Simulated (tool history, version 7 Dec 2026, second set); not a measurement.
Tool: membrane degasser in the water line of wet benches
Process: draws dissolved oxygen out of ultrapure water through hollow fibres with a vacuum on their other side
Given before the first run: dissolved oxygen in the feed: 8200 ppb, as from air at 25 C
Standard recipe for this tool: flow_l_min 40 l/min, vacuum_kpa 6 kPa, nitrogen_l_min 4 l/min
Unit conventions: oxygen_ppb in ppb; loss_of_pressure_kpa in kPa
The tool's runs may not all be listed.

run     day  flow_l_min  vacuum_kpa  nitrogen_l_min  oxygen_ppb  loss_of_pressure_kpa
  1       0          40           6               4       121.8                 63.02
  2   7.246          40           6               4         123                 63.08
  3  12.429          40           6               4       124.6                 63.39
     19.746  -- seals of the vacuum lines changed
  4  20.283          40           6               4       123.9                 63.43
  5  25.542          40           6               4       124.2                 63.42
  6  33.679          40           6               4       126.5                 63.78
  7  43.296          40           6               4         127                 64.18
  8  51.592          40           6               4       127.5                  63.9
  9  56.171          40           6               4       128.4                 64.18
 10  61.742          40           6               4       129.9                 64.62
 11  69.479          40           6               4       132.8                  64.2
 12  74.517          38       14.12               4       289.1                 61.52
 13  78.517          49        3.89            2.05       189.1                 78.71
 14  83.671          49        3.89            2.05       192.4                  79.2

Predict the results of run 15:
 15  92.917          43        4.35            9.61           ?                     ?

For run 15 the tool returned oxygen_ppb 94.2 ppb, loss_of_pressure_kpa 70.14 kPa.
Had the tool carried no hidden state, the very same run would have given oxygen_ppb 72.7 ppb, loss_of_pressure_kpa 67.05 kPa.

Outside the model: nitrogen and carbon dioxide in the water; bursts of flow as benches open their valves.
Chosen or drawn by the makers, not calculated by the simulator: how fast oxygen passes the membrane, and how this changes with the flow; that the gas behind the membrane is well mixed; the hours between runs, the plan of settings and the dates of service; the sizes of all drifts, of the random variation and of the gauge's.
